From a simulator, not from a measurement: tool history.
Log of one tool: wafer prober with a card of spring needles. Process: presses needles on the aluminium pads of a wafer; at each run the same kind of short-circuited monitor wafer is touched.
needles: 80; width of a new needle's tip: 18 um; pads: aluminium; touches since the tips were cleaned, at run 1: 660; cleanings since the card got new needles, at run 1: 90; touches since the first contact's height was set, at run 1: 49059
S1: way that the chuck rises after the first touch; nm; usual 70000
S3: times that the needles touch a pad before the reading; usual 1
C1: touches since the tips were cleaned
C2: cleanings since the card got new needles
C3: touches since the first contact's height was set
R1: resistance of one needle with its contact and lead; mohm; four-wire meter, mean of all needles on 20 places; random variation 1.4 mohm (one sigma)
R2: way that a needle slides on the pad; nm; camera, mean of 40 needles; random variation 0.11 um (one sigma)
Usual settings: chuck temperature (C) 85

Run 1, hour 0: usual settings; C1 660; C2 90; C3 49059. Result: R1 128 mohm, R2 17840 nm.
At hour 2: tips cleaned on abrasive film.
At hour 4.7: tips cleaned on abrasive film.
At hour 7.4: tips cleaned on abrasive film.
At hour 10.8: tips cleaned on abrasive film.
At hour 14.1: tips cleaned on abrasive film.
At hour 16.8: tips cleaned on abrasive film.
At hour 20.2: tips cleaned on abrasive film.
At hour 23.5: tips cleaned on abrasive film.
At hour 26.2: tips cleaned on abrasive film.
At hour 28.9: tips cleaned on abrasive film.
Run 2, hour 30.2: usual settings; C1 785; C2 100; C3 67333. Result: R1 129 mohm, R2 18210 nm.
At hour 32.2: tips cleaned on abrasive film.
At hour 34.9: tips cleaned on abrasive film.
At hour 37.6: tips cleaned on abrasive film.
At hour 40.3: tips cleaned on abrasive film.
At hour 43.7: tips cleaned on abrasive film.
At hour 46.4: tips cleaned on abrasive film.
At hour 49.1: tips cleaned on abrasive film.
At hour 51.8: tips cleaned on abrasive film.
At hour 54.5: tips cleaned on abrasive film.
At hour 57.8: tips cleaned on abrasive film.
At hour 60.5: tips cleaned on abrasive film.
Run 3, hour 61.9: usual settings but chuck temperature (C) 32; C1 857; C2 111; C3 86492. Result: R1 119 mohm, R2 18180 nm.
At hour 63.3: tips cleaned on abrasive film.
At hour 66.6: tips cleaned on abrasive film.
At hour 69.3: tips cleaned on abrasive film.
At hour 72: tips cleaned on abrasive film.
At hour 74.7: tips cleaned on abrasive film.
At hour 77.4: tips cleaned on abrasive film.
At hour 80.8: tips cleaned on abrasive film.
At hour 83.5: tips cleaned on abrasive film.
At hour 86.8: tips cleaned on abrasive film.
At hour 90.2: tips cleaned on abrasive film.
At hour 93.5: tips cleaned on abrasive film.
At hour 96.2: tips cleaned on abrasive film.
At hour 98.9: tips cleaned on abrasive film.
Run 4, hour 100.5: usual settings but S1 57000 nm; C1 970; C2 124; C3 109838. Result: R1 133 mohm, R2 14860 nm.
At hour 101.9: tips cleaned on abrasive film.
At hour 104.6: tips cleaned on abrasive film.
At hour 107.3: tips cleaned on abrasive film.
At hour 110.1: height of the first contact set anew.
At hour 110.9: tips cleaned on abrasive film.
At hour 113.6: tips cleaned on abrasive film.
At hour 116.9: tips cleaned on abrasive film.
At hour 119.6: tips cleaned on abrasive film.
At hour 122.3: tips cleaned on abrasive film.
At hour 125: tips cleaned on abrasive film.
Run 5, hour 126.2: usual settings but S1 57000 nm; C1 729; C2 133; C3 9677. Result: R1 135 mohm, R2 14940 nm.
At hour 128.3: tips cleaned on abrasive film.
At hour 130.9: tips cleaned on abrasive film.
At hour 133.6: tips cleaned on abrasive film.
At hour 136.3: tips cleaned on abrasive film.
At hour 139.7: tips cleaned on abrasive film.
At hour 143: tips cleaned on abrasive film.
At hour 145.7: tips cleaned on abrasive film.
At hour 148.4: tips cleaned on abrasive film.
At hour 151.8: tips cleaned on abrasive film.
At hour 154.5: tips cleaned on abrasive film.
At hour 157.2: tips cleaned on abrasive film.
At hour 159.9: tips cleaned on abrasive film.
At hour 163.2: tips cleaned on abrasive film.
Run 6, hour 165.3: usual settings but S1 57000 nm; C1 1273; C2 146; C3 33320. Result: R1 131 mohm, R2 14700 nm.
At hour 166: tips cleaned on abrasive film.
At hour 168.7: tips cleaned on abrasive film.
At hour 172.1: tips cleaned on abrasive film.
At hour 174.8: tips cleaned on abrasive film.
At hour 177.5: tips cleaned on abrasive film.
At hour 180.8: tips cleaned on abrasive film.
At hour 184.1: tips cleaned on abrasive film.
Run 7, hour 185.4: usual settings but S1 57000 nm; C1 807; C2 153; C3 45518. Result: R1 133 mohm, R2 14720 nm.
At hour 187.5: tips cleaned on abrasive film.
At hour 190.8: tips cleaned on abrasive film.
At hour 193.5: tips cleaned on abrasive film.
At hour 196.9: tips cleaned on abrasive film.
At hour 199.6: tips cleaned on abrasive film.
At hour 202.3: tips cleaned on abrasive film.
At hour 205: tips cleaned on abrasive film.
At hour 207.7: tips cleaned on abrasive film.
At hour 210.4: tips cleaned on abrasive film.
At hour 213.7: tips cleaned on abrasive film.
At hour 217.1: tips cleaned on abrasive film.
Run 8, hour 217.6: usual settings but S1 57000 nm; C1 319; C2 164; C3 64953. Result: R1 134 mohm, R2 14820 nm.
At hour 220.3: tips cleaned on abrasive film.
At hour 223: tips cleaned on abrasive film.
At hour 225.7: tips cleaned on abrasive film.
At hour 229: tips cleaned on abrasive film.
At hour 231.7: tips cleaned on abrasive film.
At hour 235.1: tips cleaned on abrasive film.
At hour 237.8: tips cleaned on abrasive film.
At hour 240.5: tips cleaned on abrasive film.
At hour 243.2: tips cleaned on abrasive film.
At hour 246.5: tips cleaned on abrasive film.
At hour 249.2: tips cleaned on abrasive film.
At hour 251.9: tips cleaned on abrasive film.
At hour 254.6: tips cleaned on abrasive film.
Run 9, hour 256.5: usual settings but S1 84000 nm, chuck temperature (C) 120; C1 1220; C2 177; C3 88543. Result: R1 130 mohm, R2 22050 nm.
At hour 257.4: tips cleaned on abrasive film.
At hour 260.1: tips cleaned on abrasive film.
At hour 263.4: tips cleaned on abrasive film.
At hour 266.1: tips cleaned on abrasive film.
At hour 268.8: tips cleaned on abrasive film.
At hour 271.5: tips cleaned on abrasive film.
At hour 274.9: tips cleaned on abrasive film.
At hour 277.6: tips cleaned on abrasive film.
At hour 280.9: tips cleaned on abrasive film.
At hour 284.3: tips cleaned on abrasive film.
At hour 287: tips cleaned on abrasive film.
Run 10, hour 288.1: usual settings but S1 86000 nm, chuck temperature (C) 98, S3 3; C1 735; C2 188; C3 107634. Result: R1 128 mohm, R2 22720 nm.
At hour 290.2: tips cleaned on abrasive film.
At hour 292.9: tips cleaned on abrasive film.
At hour 295.6: tips cleaned on abrasive film.
At hour 298.3: tips cleaned on abrasive film.
At hour 301: tips cleaned on abrasive film.
At hour 301.9: height of the first contact set anew.
At hour 304: tips cleaned on abrasive film.
At hour 307.3: tips cleaned on abrasive film.
At hour 310: tips cleaned on abrasive film.
At hour 312.7: tips cleaned on abrasive film.
At hour 315.4: tips cleaned on abrasive film.
At hour 318.8: tips cleaned on abrasive film.
At hour 322.1: tips cleaned on abrasive film.
At hour 324.8: tips cleaned on abrasive film.
At hour 327.5: tips cleaned on abrasive film.
Run 11, hour 328.5: usual settings but chuck temperature (C) 48, S3 2; C1 618; C2 202; C3 16074. Result: R1 121 mohm, R2 18470 nm.
At hour 330.5: tips cleaned on abrasive film.
At hour 333.2: tips cleaned on abrasive film.
At hour 335.9: tips cleaned on abrasive film.
At hour 339.3: tips cleaned on abrasive film.
At hour 342: tips cleaned on abrasive film.
At hour 344.7: tips cleaned on abrasive film.
At hour 348: tips cleaned on abrasive film.
At hour 350.7: tips cleaned on abrasive film.
At hour 353.4: tips cleaned on abrasive film.
At hour 356.1: tips cleaned on abrasive film.
At hour 359.5: tips cleaned on abrasive film.
At hour 362.8: tips cleaned on abrasive film.
At hour 365.5: tips cleaned on abrasive film.
Run 12, hour 367.6: usual settings but S1 54000 nm, chuck temperature (C) 48, S3 2; C1 1295; C2 215; C3 39739. Result: R1 131 mohm, R2 14220 nm.
At hour 368.3: tips cleaned on abrasive film.
At hour 371: tips cleaned on abrasive film.
At hour 374.4: tips cleaned on abrasive film.
At hour 377.1: tips cleaned on abrasive film.
At hour 379.8: tips cleaned on abrasive film.
At hour 383.1: tips cleaned on abrasive film.
At hour 385.8: tips cleaned on abrasive film.
At hour 388.5: tips cleaned on abrasive film.
At hour 391.2: tips cleaned on abrasive film.
At hour 393.9: tips cleaned on abrasive film.
At hour 397.2: gauge calibrated.
At hour 397.3: tips cleaned on abrasive film.
At hour 400: tips cleaned on abrasive film.
At hour 403.3: tips cleaned on abrasive film.
At hour 406.7: tips cleaned on abrasive film.
Run 13, hour 406.8: usual settings but S1 62000 nm; C1 103; C2 229; C3 63431. Result: R1 131 mohm, R2 15890 nm.
At hour 409.5: tips cleaned on abrasive film.
At hour 412.2: tips cleaned on abrasive film.
At hour 414.9: tips cleaned on abrasive film.
At hour 417.6: tips cleaned on abrasive film.
At hour 420.3: tips cleaned on abrasive film.
At hour 423.7: tips cleaned on abrasive film.
At hour 426.4: tips cleaned on abrasive film.
Run 14, hour 428.5: usual settings but S1 74000 nm, chuck temperature (C) 49; C1 1343; C2 236; C3 76569. Result: R1 122 mohm, R2 19070 nm.
At hour 429.2: tips cleaned on abrasive film.
At hour 431.9: tips cleaned on abrasive film.
At hour 434.6: tips cleaned on abrasive film.
At hour 437.3: tips cleaned on abrasive film.
At hour 440.7: tips cleaned on abrasive film.
At hour 443.4: tips cleaned on abrasive film.
At hour 446.7: tips cleaned on abrasive film.
At hour 449.4: tips cleaned on abrasive film.
Run 15, hour 449.5: usual settings but S1 51000 nm, chuck temperature (C) 89, S3 2; C1 62; C2 244; C3 89237. Result: R1 139 mohm, R2 13250 nm.

How the hidden state differs across the entries between the runs, from the last listed run before each to the first after it:
Between runs 1 and 2: tips cleaned on abrasive film (hour 2); tips cleaned on abrasive film (hour 4.7); tips cleaned on abrasive film (hour 7.4); tips cleaned on abrasive film (hour 10.8); tips cleaned on abrasive film (hour 14.1); tips cleaned on abrasive film (hour 16.8); tips cleaned on abrasive film (hour 20.2); tips cleaned on abrasive film (hour 23.5); tips cleaned on abrasive film (hour 26.2); tips cleaned on abrasive film (hour 28.9)
  way that the needles fall short of the set height, um: 0.01 -> 0.02; tips' diameter, um: 18.01 -> 18.02; drift of the gauge itself on scrub_um, %: 0 -> 0.22
  measured less the result without the state, R2: -10 -> +40 nm
Between runs 2 and 3: tips cleaned on abrasive film (hour 32.2); tips cleaned on abrasive film (hour 34.9); tips cleaned on abrasive film (hour 37.6); tips cleaned on abrasive film (hour 40.3); tips cleaned on abrasive film (hour 43.7); tips cleaned on abrasive film (hour 46.4); tips cleaned on abrasive film (hour 49.1); tips cleaned on abrasive film (hour 51.8); tips cleaned on abrasive film (hour 54.5); tips cleaned on abrasive film (hour 57.8); tips cleaned on abrasive film (hour 60.5)
  debris on the tips, nm: 0.3 -> 0.4; drift of the gauge itself on scrub_um, %: 0.22 -> 0.45
  measured less the result without the state, R2: +40 -> +70 nm
Between runs 3 and 4: tips cleaned on abrasive film (hour 63.3); tips cleaned on abrasive film (hour 66.6); tips cleaned on abrasive film (hour 69.3); tips cleaned on abrasive film (hour 72); tips cleaned on abrasive film (hour 74.7); tips cleaned on abrasive film (hour 77.4); tips cleaned on abrasive film (hour 80.8); tips cleaned on abrasive film (hour 83.5); tips cleaned on abrasive film (hour 86.8); tips cleaned on abrasive film (hour 90.2); tips cleaned on abrasive film (hour 93.5); tips cleaned on abrasive film (hour 96.2); tips cleaned on abrasive film (hour 98.9)
  way that the needles fall short of the set height, um: 0.02 -> 0.03; drift of the gauge itself on scrub_um, %: 0.45 -> 0.72
  measured less the result without the state, R2: +70 -> +100 nm
Between runs 4 and 5: tips cleaned on abrasive film (hour 101.9); tips cleaned on abrasive film (hour 104.6); tips cleaned on abrasive film (hour 107.3); height of the first contact set anew (hour 110.1); tips cleaned on abrasive film (hour 110.9); tips cleaned on abrasive film (hour 113.6); tips cleaned on abrasive film (hour 116.9); tips cleaned on abrasive film (hour 119.6); tips cleaned on abrasive film (hour 122.3); tips cleaned on abrasive film (hour 125)
  debris on the tips, nm: 0.4 -> 0.3; way that the needles fall short of the set height, um: 0.03 -> 0; drift of the gauge itself on scrub_um, %: 0.72 -> 0.91
  measured less the result without the state, R2: +100 -> +130 nm
Between runs 5 and 6: tips cleaned on abrasive film (hour 128.3); tips cleaned on abrasive film (hour 130.9); tips cleaned on abrasive film (hour 133.6); tips cleaned on abrasive film (hour 136.3); tips cleaned on abrasive film (hour 139.7); tips cleaned on abrasive film (hour 143); tips cleaned on abrasive film (hour 145.7); tips cleaned on abrasive film (hour 148.4); tips cleaned on abrasive film (hour 151.8); tips cleaned on abrasive film (hour 154.5); tips cleaned on abrasive film (hour 157.2); tips cleaned on abrasive film (hour 159.9); tips cleaned on abrasive film (hour 163.2)
  debris on the tips, nm: 0.3 -> 0.5; way that the needles fall short of the set height, um: 0 -> 0.01; drift of the gauge itself on scrub_um, %: 0.91 -> 1.19
  measured less the result without the state, R2: +130 -> +170 nm
Between runs 6 and 7: tips cleaned on abrasive film (hour 166); tips cleaned on abrasive film (hour 168.7); tips cleaned on abrasive film (hour 172.1); tips cleaned on abrasive film (hour 174.8); tips cleaned on abrasive film (hour 177.5); tips cleaned on abrasive film (hour 180.8); tips cleaned on abrasive film (hour 184.1)
  debris on the tips, nm: 0.5 -> 0.3; drift of the gauge itself on scrub_um, %: 1.19 -> 1.33
  measured less the result without the state, R2: +170 -> +190 nm
Between runs 7 and 8: tips cleaned on abrasive film (hour 187.5); tips cleaned on abrasive film (hour 190.8); tips cleaned on abrasive film (hour 193.5); tips cleaned on abrasive film (hour 196.9); tips cleaned on abrasive film (hour 199.6); tips cleaned on abrasive film (hour 202.3); tips cleaned on abrasive film (hour 205); tips cleaned on abrasive film (hour 207.7); tips cleaned on abrasive film (hour 210.4); tips cleaned on abrasive film (hour 213.7); tips cleaned on abrasive film (hour 217.1)
  debris on the tips, nm: 0.3 -> 0.2; way that the needles fall short of the set height, um: 0.01 -> 0.02; drift of the gauge itself on scrub_um, %: 1.33 -> 1.57
  measured less the result without the state, R2: +190 -> +230 nm
Between runs 8 and 9: tips cleaned on abrasive film (hour 220.3); tips cleaned on abrasive film (hour 223); tips cleaned on abrasive film (hour 225.7); tips cleaned on abrasive film (hour 229); tips cleaned on abrasive film (hour 231.7); tips cleaned on abrasive film (hour 235.1); tips cleaned on abrasive film (hour 237.8); tips cleaned on abrasive film (hour 240.5); tips cleaned on abrasive film (hour 243.2); tips cleaned on abrasive film (hour 246.5); tips cleaned on abrasive film (hour 249.2); tips cleaned on abrasive film (hour 251.9); tips cleaned on abrasive film (hour 254.6)
  debris on the tips, nm: 0.2 -> 0.4; tips' diameter, um: 18.02 -> 18.03; drift of the gauge itself on scrub_um, %: 1.57 -> 1.85
  measured less the result without the state, R2: +230 -> +390 nm
Between runs 9 and 10: tips cleaned on abrasive film (hour 257.4); tips cleaned on abrasive film (hour 260.1); tips cleaned on abrasive film (hour 263.4); tips cleaned on abrasive film (hour 266.1); tips cleaned on abrasive film (hour 268.8); tips cleaned on abrasive film (hour 271.5); tips cleaned on abrasive film (hour 274.9); tips cleaned on abrasive film (hour 277.6); tips cleaned on abrasive film (hour 280.9); tips cleaned on abrasive film (hour 284.3); tips cleaned on abrasive film (hour 287)
  debris on the tips, nm: 0.4 -> 0.3; way that the needles fall short of the set height, um: 0.02 -> 0.03; drift of the gauge itself on scrub_um, %: 1.85 -> 2.08
  measured less the result without the state, R2: +390 -> +460 nm
Between runs 10 and 11: tips cleaned on abrasive film (hour 290.2); tips cleaned on abrasive film (hour 292.9); tips cleaned on abrasive film (hour 295.6); tips cleaned on abrasive film (hour 298.3); tips cleaned on abrasive film (hour 301); height of the first contact set anew (hour 301.9); tips cleaned on abrasive film (hour 304); tips cleaned on abrasive film (hour 307.3); tips cleaned on abrasive film (hour 310); tips cleaned on abrasive film (hour 312.7); tips cleaned on abrasive film (hour 315.4); tips cleaned on abrasive film (hour 318.8); tips cleaned on abrasive film (hour 322.1); tips cleaned on abrasive film (hour 324.8); tips cleaned on abrasive film (hour 327.5)
  way that the needles fall short of the set height, um: 0.03 -> 0; drift of the gauge itself on scrub_um, %: 2.08 -> 2.36
  measured less the result without the state, R2: +460 -> +430 nm
Between runs 11 and 12: tips cleaned on abrasive film (hour 330.5); tips cleaned on abrasive film (hour 333.2); tips cleaned on abrasive film (hour 335.9); tips cleaned on abrasive film (hour 339.3); tips cleaned on abrasive film (hour 342); tips cleaned on abrasive film (hour 344.7); tips cleaned on abrasive film (hour 348); tips cleaned on abrasive film (hour 350.7); tips cleaned on abrasive film (hour 353.4); tips cleaned on abrasive film (hour 356.1); tips cleaned on abrasive film (hour 359.5); tips cleaned on abrasive film (hour 362.8); tips cleaned on abrasive film (hour 365.5)
  debris on the tips, nm: 0.3 -> 0.5; way that the needles fall short of the set height, um: 0 -> 0.01; drift of the gauge itself on scrub_um, %: 2.36 -> 2.65
  measured less the result without the state, R2: +430 -> +370 nm
Between runs 12 and 13: tips cleaned on abrasive film (hour 368.3); tips cleaned on abrasive film (hour 371); tips cleaned on abrasive film (hour 374.4); tips cleaned on abrasive film (hour 377.1); tips cleaned on abrasive film (hour 379.8); tips cleaned on abrasive film (hour 383.1); tips cleaned on abrasive film (hour 385.8); tips cleaned on abrasive film (hour 388.5); tips cleaned on abrasive film (hour 391.2); tips cleaned on abrasive film (hour 393.9); gauge calibrated (hour 397.2); tips cleaned on abrasive film (hour 397.3); tips cleaned on abrasive film (hour 400); tips cleaned on abrasive film (hour 403.3); tips cleaned on abrasive film (hour 406.7)
  debris on the tips, nm: 0.5 -> 0.1; way that the needles fall short of the set height, um: 0.01 -> 0.02; drift of the gauge itself on scrub_um, %: 2.65 -> 0.07
  measured less the result without the state, R2: +370 -> +10 nm
Between runs 13 and 14: tips cleaned on abrasive film (hour 409.5); tips cleaned on abrasive film (hour 412.2); tips cleaned on abrasive film (hour 414.9); tips cleaned on abrasive film (hour 417.6); tips cleaned on abrasive film (hour 420.3); tips cleaned on abrasive film (hour 423.7); tips cleaned on abrasive film (hour 426.4)
  debris on the tips, nm: 0.1 -> 0.5; tips' diameter, um: 18.03 -> 18.04; drift of the gauge itself on scrub_um, %: 0.07 -> 0.23
  measured less the result without the state, R2: +10 -> +30 nm
Between runs 14 and 15: tips cleaned on abrasive film (hour 429.2); tips cleaned on abrasive film (hour 431.9); tips cleaned on abrasive film (hour 434.6); tips cleaned on abrasive film (hour 437.3); tips cleaned on abrasive film (hour 440.7); tips cleaned on abrasive film (hour 443.4); tips cleaned on abrasive film (hour 446.7); tips cleaned on abrasive film (hour 449.4)
  debris on the tips, nm: 0.5 -> 0.1; drift of the gauge itself on scrub_um, %: 0.23 -> 0.38
  measured less the result without the state, R2: +30 -> +40 nm
